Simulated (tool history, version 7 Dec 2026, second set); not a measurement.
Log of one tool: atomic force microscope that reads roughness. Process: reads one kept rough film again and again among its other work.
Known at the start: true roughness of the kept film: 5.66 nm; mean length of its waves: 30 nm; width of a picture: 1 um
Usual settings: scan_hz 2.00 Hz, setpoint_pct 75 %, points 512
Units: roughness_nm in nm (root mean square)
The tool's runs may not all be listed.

run,hour,scan_hz,setpoint_pct,points,roughness_nm
1,0.0,2.00,75,512,3.736
2,10.6,2.00,75,512,3.649
3,25.3,2.00,75,512,3.489
4,32.9,2.00,75,512,3.394
5,49.6,2.00,75,512,3.258
6,60.5,2.00,75,512,3.167
7,74.5,2.00,75,512,3.060
8,86.0,2.00,75,512,2.968
9,99.8,2.00,75,512,2.893
10,108.5,2.00,75,512,2.833
11,119.6,2.00,75,512,2.773
12,134.8,2.00,75,839,2.691
13,151.4,2.00,75,839,2.577
14,160.7,2.00,75,512,2.547
15,176.9,2.00,88,512,2.221
# hour 184.2: new tip fitted
16,195.8,1.40,80,345,3.789
17,207.9,1.40,80,345,3.689
18,215.9,2.29,60,309,3.785
19,226.5,2.69,82,295,3.054
20,236.5,2.69,82,295,2.965
21,254.0,2.69,82,295,2.833
22,271.4,1.01,85,475,3.119
23,281.4,2.00,56,474,3.250
24,299.2,1.81,71,541,2.987
25,310.5,2.00,84,277,2.577
26,328.8,0.54,73,574,2.938
27,346.4,2.00,82,693,2.471
28,360.0,0.97,70,372,2.730

4 ways to go on from here, each from the tool as it stands after run 28. What would each give?
# hour 372.8: new tip fitted
A,375.8,1.90,70,425,?
# hour 372.8: new tip fitted
B,375.8,3.07,70,372,?
# hour 372.8: new tip fitted
C,375.8,1.75,69,512,?
# hour 372.8: new tip fitted
D,375.8,2.00,78,512,?

run,roughness_nm
A,3.965
B,3.766
C,4.038
D,3.757
Without the tool's hidden state the same runs would have given:
run,roughness_nm
A,4.084
B,3.878
C,4.160
D,3.870
